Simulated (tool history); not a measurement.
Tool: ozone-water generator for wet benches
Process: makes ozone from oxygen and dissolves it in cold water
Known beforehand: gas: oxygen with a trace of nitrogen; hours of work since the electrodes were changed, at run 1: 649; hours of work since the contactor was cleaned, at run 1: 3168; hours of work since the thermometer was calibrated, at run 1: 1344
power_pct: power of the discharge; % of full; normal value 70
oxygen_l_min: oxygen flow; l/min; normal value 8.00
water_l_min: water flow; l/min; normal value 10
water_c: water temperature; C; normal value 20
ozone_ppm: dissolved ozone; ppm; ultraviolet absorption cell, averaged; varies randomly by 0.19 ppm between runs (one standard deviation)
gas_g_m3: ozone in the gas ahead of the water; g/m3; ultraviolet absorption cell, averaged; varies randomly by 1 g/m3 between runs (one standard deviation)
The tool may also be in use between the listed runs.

run	hour	power_pct	oxygen_l_min	water_l_min	water_c	hours of work since the electrodes were changed	hours of work since the contactor was cleaned	hours of work since the thermometer was calibrated	ozone_ppm	gas_g_m3
1	0.0	70	8.00	10	20	649	3168	1344	26.2	180.0
2	40.3	70	8.00	10	20	680	3199	1375	26.3	179.9
3	98.7	70	8.00	10	20	725	3244	1420	26.6	180.9
4	180.5	70	8.00	10	20	788	3307	1483	26.2	179.1
5	242.2	70	8.00	10	20	835	3355	1530	26.2	179.2
6	308.9	70	8.00	10	20	887	3406	1582	26.1	178.9
7	386.4	70	8.00	10	20	946	3466	1641	25.9	178.6
8	427.6	70	8.63	10	20	978	3498	1673	26.0	172.8
9	479.2	70	8.63	10	20	1018	3537	1713	25.9	169.9
10	540.2	70	8.63	10	20	1065	3584	1760	26.0	171.1
11	577.4	70	8.63	10	20	1094	3613	1789	25.9	170.2
12	617.5	70	8.63	10	20	1124	3644	1819	25.7	170.7
13	652.7	70	8.00	13	20	1152	3671	1847	21.5	175.9
14	725.2	70	8.00	13	20	1207	3727	1902	21.5	176.1
15	770.9	70	8.00	13	20	1243	3762	1938	21.4	177.1
16	807.6	70	8.00	13	20	1271	3790	1966	21.6	175.6
17	880.8	55	8.00	10	20	1327	3847	2022	21.4	142.9
18	930.9	55	8.00	10	20	1366	3885	2061	21.6	142.7
# hour 978.0: gauge calibrated
19	986.0	46	7.48	10	20	1408	3928	2103	18.6	130.9
20	1037.8	41	8.00	13	20	1448	3968	2143	13.6	114.2
21	1089.4	54	8.00	10	20	1488	4008	2183	20.9	144.0
22	1171.3	54	8.00	10	20	1551	4071	2246	21.1	144.3
23	1213.0	81	8.00	10	22	1583	4103	2278	28.4	202.7
24	1274.2	81	8.00	10	22	1630	4150	2325	28.5	201.5
25	1355.5	81	8.00	10	22	1693	4213	2388	28.3	198.5
26	1432.0	81	8.00	10	20	1752	4272	2447	29.6	200.8
27	1511.5	81	8.00	10	20	1813	4333	2508	29.8	200.8
28	1547.5	86	4.88	12	25	1841	4361	2536	26.1	263.1
# hour 1629.2: water thermometer calibrated
29	1629.2	62	4.88	12	24	1904	4423	0	20.1	199.9
30	1706.2	62	4.88	12	24	1963	4482	59	19.8	198.4

Run 31, settings as shown, results not yet in. Your forecast:
31	1746.0	62	4.88	12	21	1994	4513	90	?	?

Run 31 produced ozone_ppm 21.4 ppm, gas_g_m3 198.1 g/m3.
On a tool with no hidden condition, and with the same random variation, this run would have come out at ozone_ppm 21.4 ppm, gas_g_m3 202.9 g/m3.
